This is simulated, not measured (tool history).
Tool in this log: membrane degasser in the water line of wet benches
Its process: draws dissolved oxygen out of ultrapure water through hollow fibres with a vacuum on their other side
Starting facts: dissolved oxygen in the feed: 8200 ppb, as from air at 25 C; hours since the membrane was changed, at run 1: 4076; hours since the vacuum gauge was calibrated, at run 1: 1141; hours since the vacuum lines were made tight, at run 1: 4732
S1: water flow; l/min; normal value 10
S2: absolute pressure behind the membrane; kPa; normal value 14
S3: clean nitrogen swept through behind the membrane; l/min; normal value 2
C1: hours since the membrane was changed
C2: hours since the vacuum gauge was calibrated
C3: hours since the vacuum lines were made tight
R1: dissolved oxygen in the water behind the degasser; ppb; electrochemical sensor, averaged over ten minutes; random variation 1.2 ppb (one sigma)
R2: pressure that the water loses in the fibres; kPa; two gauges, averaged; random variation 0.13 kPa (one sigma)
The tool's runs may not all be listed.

{"run": 1, "hour": 0.0, "S1": 10, "S2": 14, "S3": 2, "C1": 4076, "C2": 1141, "C3": 4732, "R1": 175.4, "R2": 30.66}
{"hour": 143.6, "done": "seals of the vacuum lines changed"}
{"run": 2, "hour": 195.1, "S1": 10, "S2": 14, "S3": 2, "C1": 4269, "C2": 1334, "C3": 51, "R1": 173.8, "R2": 30.65}
{"run": 3, "hour": 344.8, "S1": 10, "S2": 14, "S3": 2.19, "C1": 4419, "C2": 1483, "C3": 201, "R1": 164.6, "R2": 30.82}
{"run": 4, "hour": 605.8, "S1": 10, "S2": 14, "S3": 2.19, "C1": 4680, "C2": 1744, "C3": 462, "R1": 162.3, "R2": 30.56}
{"run": 5, "hour": 848.5, "S1": 9, "S2": 14, "S3": 2, "C1": 4923, "C2": 1987, "C3": 705, "R1": 149.8, "R2": 27.63}
{"run": 6, "hour": 972.4, "S1": 10, "S2": 14, "S3": 2.17, "C1": 5047, "C2": 2111, "C3": 829, "R1": 165.9, "R2": 31.17}
{"run": 7, "hour": 1127.4, "S1": 10, "S2": 14, "S3": 2, "C1": 5202, "C2": 2266, "C3": 984, "R1": 176.9, "R2": 31.07}
{"run": 8, "hour": 1297.2, "S1": 10, "S2": 14, "S3": 2, "C1": 5371, "C2": 2436, "C3": 1154, "R1": 176.6, "R2": 30.98}
{"run": 9, "hour": 1472.8, "S1": 10, "S2": 14, "S3": 2, "C1": 5547, "C2": 2611, "C3": 1329, "R1": 174.8, "R2": 31.01}
{"run": 10, "hour": 1726.8, "S1": 10, "S2": 14, "S3": 2, "C1": 5801, "C2": 2865, "C3": 1583, "R1": 177.8, "R2": 30.87}
{"run": 11, "hour": 1908.6, "S1": 10, "S2": 14, "S3": 2, "C1": 5983, "C2": 3047, "C3": 1765, "R1": 178.7, "R2": 31.04}
{"run": 12, "hour": 2157.0, "S1": 10, "S2": 14, "S3": 2, "C1": 6231, "C2": 3296, "C3": 2013, "R1": 178.2, "R2": 31.22}
{"run": 13, "hour": 2383.4, "S1": 10, "S2": 14, "S3": 2, "C1": 6458, "C2": 3522, "C3": 2240, "R1": 177.5, "R2": 31.1}
{"run": 14, "hour": 2528.7, "S1": 10, "S2": 14, "S3": 2, "C1": 6603, "C2": 3667, "C3": 2385, "R1": 178.3, "R2": 30.98}
{"run": 15, "hour": 2749.6, "S1": 10, "S2": 14, "S3": 3.8, "C1": 6824, "C2": 3888, "C3": 2606, "R1": 117.5, "R2": 31.23}
{"run": 16, "hour": 2902.5, "S1": 10, "S2": 14, "S3": 3.8, "C1": 6977, "C2": 4041, "C3": 2759, "R1": 117.1, "R2": 31.08}
{"run": 17, "hour": 3148.9, "S1": 13, "S2": 11.6, "S3": 4.03, "C1": 7223, "C2": 4287, "C3": 3005, "R1": 167.2, "R2": 40.41}
{"run": 18, "hour": 3301.9, "S1": 7, "S2": 14.4, "S3": 2.26, "C1": 7376, "C2": 4440, "C3": 3158, "R1": 103.2, "R2": 21.69}
{"hour": 3533.0, "done": "vacuum gauge calibrated"}
{"run": 19, "hour": 3543.3, "S1": 7, "S2": 24.8, "S3": 2.22, "C1": 7617, "C2": 10, "C3": 3399, "R1": 185.5, "R2": 21.91}
{"run": 20, "hour": 3703.9, "S1": 7, "S2": 24.8, "S3": 2.22, "C1": 7778, "C2": 171, "C3": 3560, "R1": 186, "R2": 21.62}
{"run": 21, "hour": 3924.0, "S1": 16, "S2": 14, "S3": 2, "C1": 7998, "C2": 391, "C3": 3780, "R1": 366.4, "R2": 49.84}
{"run": 22, "hour": 4050.7, "S1": 15, "S2": 9.6, "S3": 2, "C1": 8124, "C2": 518, "C3": 3907, "R1": 255.6, "R2": 46.76}
{"run": 23, "hour": 4190.7, "S1": 15, "S2": 9.6, "S3": 2, "C1": 8264, "C2": 658, "C3": 4047, "R1": 260.1, "R2": 46.88}
{"run": 24, "hour": 4362.1, "S1": 10, "S2": 16.9, "S3": 1.15, "C1": 8436, "C2": 829, "C3": 4218, "R1": 328, "R2": 31.33}
{"run": 25, "hour": 4536.7, "S1": 11, "S2": 8.8, "S3": 1.95, "C1": 8610, "C2": 1004, "C3": 4393, "R1": 140.2, "R2": 34.38}
{"run": 26, "hour": 4659.4, "S1": 11, "S2": 8.8, "S3": 1.95, "C1": 8733, "C2": 1126, "C3": 4515, "R1": 142, "R2": 34.54}
{"run": 27, "hour": 4796.6, "S1": 15, "S2": 23.1, "S3": 4.48, "C1": 8870, "C2": 1264, "C3": 4652, "R1": 306.8, "R2": 46.97}
{"run": 28, "hour": 4996.4, "S1": 15, "S2": 15, "S3": 4.48, "C1": 9070, "C2": 1463, "C3": 4852, "R1": 241.6, "R2": 47.06}
{"hour": 5021.5, "done": "seals of the vacuum lines changed"}
{"run": 29, "hour": 5114.5, "S1": 12, "S2": 26.9, "S3": 4.48, "C1": 9186, "C2": 1580, "C3": 93, "R1": 234.9, "R2": 37.58}
{"run": 30, "hour": 5333.6, "S1": 14, "S2": 11.1, "S3": 3.5, "C1": 9405, "C2": 1799, "C3": 312, "R1": 200, "R2": 44.01}
{"run": 31, "hour": 5526.8, "S1": 15, "S2": 11.1, "S3": 1.68, "C1": 9598, "C2": 1992, "C3": 505, "R1": 308.8, "R2": 46.86}
{"run": 32, "hour": 5781.0, "S1": 7, "S2": 14, "S3": 1.97, "C1": 9853, "C2": 2246, "C3": 760, "R1": 109.4, "R2": 22.16}

Predict each of these 3 candidate next runs independently; none follows another, all start after run 32:
{"run": "A", "hour": 5957.3, "S1": 12, "S2": 14, "S3": 1.97, "C1": 10029, "C2": 2422, "C3": 936, "R1": "?", "R2": "?"}
{"run": "B", "hour": 5957.3, "S1": 9, "S2": 28.4, "S3": 1.44, "C1": 10029, "C2": 2422, "C3": 936, "R1": "?", "R2": "?"}
{"run": "C", "hour": 5957.3, "S1": 8, "S2": 14, "S3": 1.24, "C1": 10029, "C2": 2422, "C3": 936, "R1": "?", "R2": "?"}

run=A R1=237 R2=37.85
run=B R1=408.2 R2=28.35
run=C R1=190.8 R2=25.22
Stripped of hidden state, with their random variation kept, the same runs would have yielded:
run=A R1=221.9 R2=36.44
run=B R1=397.8 R2=27.29
run=C R1=183.5 R2=24.28

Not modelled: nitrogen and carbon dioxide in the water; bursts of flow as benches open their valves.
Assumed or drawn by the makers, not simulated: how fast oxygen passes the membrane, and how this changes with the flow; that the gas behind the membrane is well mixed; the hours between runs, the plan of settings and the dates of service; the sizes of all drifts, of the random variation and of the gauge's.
